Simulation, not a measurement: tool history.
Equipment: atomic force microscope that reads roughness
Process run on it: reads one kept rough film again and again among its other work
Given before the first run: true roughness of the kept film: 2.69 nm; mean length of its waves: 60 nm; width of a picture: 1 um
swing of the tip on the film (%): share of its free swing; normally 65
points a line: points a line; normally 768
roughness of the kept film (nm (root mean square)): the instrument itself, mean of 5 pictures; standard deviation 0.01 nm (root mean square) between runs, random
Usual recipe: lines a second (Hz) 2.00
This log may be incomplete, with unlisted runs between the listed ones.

run    hour  lines a second (Hz)  swing of the tip on the film (%)  points a line  roughness of the kept film (nm (root mean square))
  1     0.0                 2.00                                65            768                                               2.257
       12.3  -- new tip fitted
  2    53.6                 0.55                                65            768                                               2.525
  3    96.4                 0.55                                65            768                                               2.471
  4   131.5                 0.55                                65            768                                               2.456
  5   169.0                 0.55                                65            352                                               2.435
  6   205.1                 0.55                                65            352                                               2.421
  7   244.5                 0.55                                65            352                                               2.416
      255.1  -- new tip fitted
  8   305.0                 0.55                                65            352                                               2.520
  9   343.3                 1.36                                65            768                                               2.386
 10   401.1                 1.36                                65            768                                               2.351
 11   450.3                 1.36                                65            768                                               2.336
      498.5  -- new tip fitted
 12   517.4                 1.36                                65            768                                               2.437
 13   587.8                 1.36                                65            768                                               2.401
 14   646.7                 2.49                                65            768                                               2.232
 15   684.8                 2.00                                65            768                                               2.294
 16   731.1                 2.00                                65            768                                               2.253
      742.1  -- new tip fitted
 17   787.5                 2.00                                90            768                                               1.923
 18   855.6                 2.00                                65            768                                               2.306
 19   889.5                 2.00                                65            768                                               2.300
 20   961.6                 2.00                                65            768                                               2.276
      985.0  -- new tip fitted
 21  1035.0                 2.00                                65            768                                               2.353
 22  1105.6                 2.00                                65            768                                               2.310
 23  1138.0                 2.00                                65            691                                               2.277
 24  1179.5                 1.67                                80            546                                               2.100
 25  1209.7                 0.84                                75            492                                               2.288
     1230.6  -- new tip fitted
 26  1270.4                 1.06                                58            492                                               2.479
 27  1307.3                 1.68                                57            492                                               2.435
 28  1370.2                 1.68                                57            492                                               2.388
 29  1430.2                 1.02                                68            999                                               2.332
 30  1468.0                 1.02                                68            999                                               2.328
     1472.9  -- new tip fitted
 31  1507.1                 1.04                                79            693                                               2.315
 32  1544.7                 1.07                                65            292                                               2.401
 33  1599.1                 1.07                                58            292                                               2.437
 34  1651.5                 1.07                                58            292                                               2.399
     1712.9  -- new tip fitted
 35  1725.3                 1.16                                70            479                                               2.414
 36  1788.1                 1.16                                70            479                                               2.380
 37  1830.1                 0.55                                72            312                                               2.429
 38  1895.7                 0.55                                72            312                                               2.371
     1954.8  -- new tip fitted
 39  1957.7                 2.00                                65            324                                               2.349
 40  2028.9                 0.66                                65            827                                               2.473
 41  2085.0                 0.66                                65            827                                               2.418
 42  2137.5                 0.62                                59            800                                               2.429
 43  2180.9                 2.40                                60            351                                               2.283

3 ways to go on from here, each from the tool as it stands after run 43. What would each give?
     2199.0  -- new tip fitted
  A  2214.0                 2.40                                60            990                                                   ?
     2199.0  -- new tip fitted
  B  2214.0                 2.40                                57            351                                                   ?
     2199.0  -- new tip fitted
  C  2214.0                 0.88                                65            683                                                   ?

run  roughness of the kept film (nm (root mean square))
  A                                               2.375
  B                                               2.413
  C                                               2.468
What these runs would have given with no unlogged condition in the tool:
run  roughness of the kept film (nm (root mean square))
  A                                               2.431
  B                                               2.469
  C                                               2.525
